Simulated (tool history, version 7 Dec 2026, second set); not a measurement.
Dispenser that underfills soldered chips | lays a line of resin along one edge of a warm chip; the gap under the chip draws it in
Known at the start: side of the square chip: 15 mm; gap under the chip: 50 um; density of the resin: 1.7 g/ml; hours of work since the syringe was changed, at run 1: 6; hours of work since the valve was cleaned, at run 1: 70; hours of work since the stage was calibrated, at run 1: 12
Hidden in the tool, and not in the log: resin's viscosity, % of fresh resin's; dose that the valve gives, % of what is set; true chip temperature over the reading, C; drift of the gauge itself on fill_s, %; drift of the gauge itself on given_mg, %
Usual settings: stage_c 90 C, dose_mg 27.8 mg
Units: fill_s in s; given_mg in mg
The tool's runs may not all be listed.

run	day	stage_c	dose_mg	hours of work since the syringe was changed	hours of work since the valve was cleaned	hours of work since the stage was calibrated	fill_s	given_mg
1	0	90	27.8	6	70	12	163.5	26.34
# day 0.142: new syringe of resin
# day 0.212: dispensing valve cleaned and set on the balance
2	0.362	90	27.8	3	2	17	141.8	27.76
3	0.579	90	32.9	6	6	20	161.2	32.82
# day 0.746: new syringe of resin
4	0.908	90	30.9	2	10	25	140.7	30.5
5	1.212	90	27.8	7	15	29	173	27.42
# day 1.279: new syringe of resin
6	1.492	80	27.8	3	19	33	193	27.51
# day 1.812: new syringe of resin
7	1.875	80	27.8	1	24	39	178.5	27.27
8	2.208	80	27.8	6	29	44	214.5	27.2
# day 2.367: new syringe of resin
9	2.583	80	27.8	3	35	49	194	26.95
10	2.779	80	27.8	6	38	52	216.5	26.94
# day 2.9: new syringe of resin
11	3.046	79	27.8	2	42	56	193.6	26.88
12	3.317	90	27.8	6	46	60	165.3	26.91
# day 3.438: new syringe of resin
13	3.583	84	29.4	2	50	64	167.7	28.38
14	3.95	84	29.4	8	55	70	207	28.1
# day 3.983: new syringe of resin
15	4.142	75	33.2	2	58	72	210.5	31.76
16	4.438	101	35.2	7	62	77	121.7	33.6
# day 4.525: new syringe of resin
17	4.808	101	35.2	4	68	82	113.4	33.27
# day 5.075: new syringe of resin
# day 5.183: dispensing valve cleaned and set on the balance
18	5.204	87	26.9	1	0	87	150.8	26.78
19	5.408	97	32.7	4	3	90	126.5	32.65
# day 5.65: new syringe of resin
20	5.725	90	26.2	1	8	95	135	25.8
21	6.05	96	32.4	6	13	100	135.1	32.25
# day 6.179: new syringe of resin
22	6.333	85	32.4	2	17	104	158.5	31.9
23	6.562	81	24.7	6	20	107	209.9	24.2

Forecast each of these 3 alternatives for the next run:
# day 6.721: new syringe of resin
A	6.954	90	24.3	3	26	113	?	?
# day 6.721: new syringe of resin
B	6.954	105	24.5	3	26	113	?	?
# day 6.721: new syringe of resin
C	6.954	93	31.1	3	26	113	?	?

run	fill_s	given_mg
A	153.8	23.8
B	104.5	23.99
C	136	30.52
Without the tool's hidden state the same runs would have given:
run	fill_s	given_mg
A	131.4	24.31
B	89.4	24.49
C	116.8	31.16

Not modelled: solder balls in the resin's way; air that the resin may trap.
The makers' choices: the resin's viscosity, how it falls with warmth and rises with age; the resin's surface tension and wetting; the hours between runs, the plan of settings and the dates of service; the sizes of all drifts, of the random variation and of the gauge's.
